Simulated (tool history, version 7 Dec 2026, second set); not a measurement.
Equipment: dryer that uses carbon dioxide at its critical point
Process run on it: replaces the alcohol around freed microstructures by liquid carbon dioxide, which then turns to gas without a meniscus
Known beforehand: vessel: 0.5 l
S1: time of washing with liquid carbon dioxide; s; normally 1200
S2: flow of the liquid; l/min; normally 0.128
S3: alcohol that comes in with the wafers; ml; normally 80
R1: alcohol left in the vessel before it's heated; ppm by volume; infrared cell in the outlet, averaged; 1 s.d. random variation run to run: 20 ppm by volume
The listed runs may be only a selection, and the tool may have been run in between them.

run	hour	S1	S2	S3	R1
1	0.0	1200	0.128	80	1508
2	14.8	1200	0.128	23	539
3	31.9	1200	0.128	23	547
4	45.2	1200	0.128	23	530
5	73.1	1200	0.128	23	564
6	94.1	1200	0.128	23	547
7	108.1	1200	0.128	23	566
8	135.6	1200	0.108	80	3255
9	148.1	1200	0.128	73	1442
10	170.2	1200	0.128	80	1563
11	190.2	1200	0.128	80	1551
12	217.0	1200	0.128	58	1251
13	238.5	1200	0.128	58	1235
14	256.5	1200	0.192	80	312
15	274.4	1200	0.192	80	310
16	295.8	1200	0.192	80	320
17	318.2	1200	0.128	107	2205
18	343.0	1200	0.128	107	2256
19	368.9	840	0.128	80	6205
20	384.2	840	0.128	80	6380
21	411.1	1200	0.128	36	917
22	438.9	1200	0.128	30	845
23	453.0	1200	0.128	30	856
24	477.4	1200	0.128	30	866
25	505.3	1200	0.128	23	723
26	530.1	960	0.101	49	5998
27	552.0	1740	0.085	49	1659
28	580.1	1440	0.189	108	309
29	606.9	1440	0.189	108	328
30	631.1	1440	0.189	108	332
31	648.9	1440	0.189	108	336
32	676.1	1200	0.099	21	1654
33	699.3	1320	0.132	40	780
34	714.1	1200	0.100	34	2480
# hour 733.5: purifier's bed changed
35	734.2	1200	0.100	34	2181
36	759.2	1320	0.201	26	22
37	785.5	1620	0.163	33	52
38	803.4	1620	0.165	52	59
# hour 817.8: inlet filter changed
39	829.2	960	0.177	80	712
40	848.1	1020	0.128	80	2725
41	863.5	780	0.109	103	15304
42	881.9	900	0.109	103	10380
43	907.4	1260	0.078	30	3275
44	919.4	840	0.128	24	1736
45	938.1	1200	0.128	33	618
46	961.3	1200	0.190	33	96

What if the next run were any one of these 3? Each begins from the tool's condition after run 46:
A	987.9	1020	0.211	80	?
B	987.9	840	0.096	52	?
C	987.9	1200	0.180	80	?

run	R1
A	218
B	9315
C	226
What these runs would have given with no unlogged condition in the tool:
run	R1
A	143
B	8804
C	150
